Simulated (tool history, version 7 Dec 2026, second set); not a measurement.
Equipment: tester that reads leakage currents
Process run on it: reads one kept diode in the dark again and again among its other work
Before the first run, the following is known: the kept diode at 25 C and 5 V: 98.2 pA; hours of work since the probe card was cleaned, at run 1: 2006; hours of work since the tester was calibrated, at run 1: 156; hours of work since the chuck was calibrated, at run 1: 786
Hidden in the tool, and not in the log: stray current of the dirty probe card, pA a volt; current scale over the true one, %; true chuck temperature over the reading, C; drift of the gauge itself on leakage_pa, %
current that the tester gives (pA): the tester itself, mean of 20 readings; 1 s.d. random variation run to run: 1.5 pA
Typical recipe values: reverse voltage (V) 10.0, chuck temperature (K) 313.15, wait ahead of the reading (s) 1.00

| run | hour | reverse voltage (V) | chuck temperature (K) | wait ahead of the reading (s) | hours of work since the probe card was cleaned | hours of work since the tester was calibrated | hours of work since the chuck was calibrated | current that the tester gives (pA) |
|---|---|---|---|---|---|---|---|---|
| 1 | 0.0 | 10.0 | 313.15 | 1.00 | 2006 | 156 | 786 | 490.03 |
| 2 | 37.2 | 10.0 | 313.15 | 1.00 | 2028 | 179 | 809 | 485.71 |
| 3 | 74.8 | 10.0 | 313.15 | 1.00 | 2051 | 202 | 832 | 491.81 |
| 4 | 104.7 | 10.0 | 313.15 | 1.00 | 2069 | 220 | 850 | 490.64 |
| 5 | 170.5 | 10.0 | 313.15 | 1.00 | 2109 | 260 | 890 | 490.54 |
| 6 | 221.7 | 10.0 | 313.15 | 1.00 | 2140 | 291 | 921 | 487.15 |
| 7 | 277.4 | 10.0 | 313.15 | 1.00 | 2174 | 324 | 954 | 489.88 |
| 8 | 335.1 | 10.0 | 313.15 | 1.00 | 2209 | 359 | 989 | 489.47 |
| 9 | 385.9 | 10.0 | 313.15 | 1.00 | 2240 | 390 | 1020 | 487.01 |
| 10 | 452.1 | 10.0 | 313.15 | 1.00 | 2280 | 430 | 1060 | 486.87 |
| 11 | 520.3 | 10.0 | 313.15 | 1.00 | 2321 | 471 | 1101 | 485.61 |
| 12 | 555.0 | 10.0 | 313.15 | 1.00 | 2342 | 492 | 1122 | 489.68 |
| 13 | 601.9 | 10.0 | 313.15 | 1.00 | 2370 | 521 | 1151 | 489.33 |
| 14 | 667.1 | 10.0 | 313.15 | 1.00 | 2410 | 560 | 1190 | 488.16 |
| 15 | 700.3 | 10.0 | 313.15 | 1.00 | 2430 | 580 | 1210 | 487.91 |
| 16 | 743.2 | 10.0 | 313.15 | 1.00 | 2456 | 606 | 1236 | 490.23 |
| 17 | 800.9 | 8.6 | 294.15 | 0.34 | 2491 | 641 | 1271 | 84.32 |
| 18 | 829.9 | 1.7 | 331.15 | 2.50 | 2508 | 659 | 1289 | 1182.38 |
| 19 | 889.9 | 10.0 | 313.15 | 5.73 | 2545 | 695 | 1325 | 486.90 |
| 20 | 930.0 | 1.8 | 313.15 | 5.30 | 2569 | 719 | 1350 | 275.98 |
| 21 | 966.2 | 1.8 | 313.15 | 5.30 | 2591 | 741 | 1371 | 276.27 |
| 22 | 1017.5 | 10.0 | 322.15 | 1.00 | 2622 | 772 | 1402 | 1039.35 |
| 23 | 1069.6 | 2.1 | 313.15 | 0.43 | 2653 | 804 | 1434 | 290.20 |
| 24 | 1125.0 | 2.1 | 313.15 | 0.43 | 2687 | 838 | 1468 | 290.46 |
| 25 | 1192.2 | 1.2 | 313.15 | 3.54 | 2728 | 878 | 1508 | 240.36 |
| 26 | 1221.8 | 2.3 | 309.15 | 1.00 | 2746 | 896 | 1526 | 210.02 |
|  | 1287.6 | chuck's temperature calibrated |
| 27 | 1287.6 | 3.4 | 298.15 | 0.34 | 2784 | 935 | 0 | 88.62 |
| 28 | 1343.3 | 10.0 | 329.15 | 3.23 | 2818 | 968 | 34 | 1840.16 |
| 29 | 1406.7 | 7.8 | 301.15 | 0.50 | 2856 | 1007 | 72 | 154.68 |
| 30 | 1452.5 | 5.0 | 313.15 | 9.52 | 2884 | 1035 | 100 | 386.78 |
| 31 | 1488.0 | 3.1 | 313.15 | 4.07 | 2906 | 1056 | 121 | 329.76 |

For some of the steps in current that the tester gives (pA) from one run to the next: how much would appear even if the tool had no hidden state, given the settings, what came in and random variation, and how much remains for the hidden state plus any gauge scatter that the measured result and the result without hidden state don't share?
Run 17 -> 18: reverse voltage (V) 8.6 -> 1.7, chuck temperature (K) 294.15 -> 331.15, wait ahead of the reading (s) 0.34 -> 2.50. current that the tester gives (pA) +1098.06: hidden state -1.57, all else +1099.63.
Run 21 -> 22: reverse voltage (V) 1.8 -> 10.0, chuck temperature (K) 313.15 -> 322.15, wait ahead of the reading (s) 5.30 -> 1.00. current that the tester gives (pA) +763.08: hidden state -1.12, all else +764.20.
Run 22 -> 23: reverse voltage (V) 10.0 -> 2.1, chuck temperature (K) 322.15 -> 313.15, wait ahead of the reading (s) 1.00 -> 0.43. current that the tester gives (pA) -749.15: hidden state +1.07, all else -750.22.
Run 27 -> 28: reverse voltage (V) 3.4 -> 10.0, chuck temperature (K) 298.15 -> 329.15, wait ahead of the reading (s) 0.34 -> 3.23. current that the tester gives (pA) +1751.54: hidden state +0.07, all else +1751.47.
Run 28 -> 29: reverse voltage (V) 10.0 -> 7.8, chuck temperature (K) 329.15 -> 301.15, wait ahead of the reading (s) 3.23 -> 0.50. current that the tester gives (pA) -1685.48: hidden state -0.03, all else -1685.45.
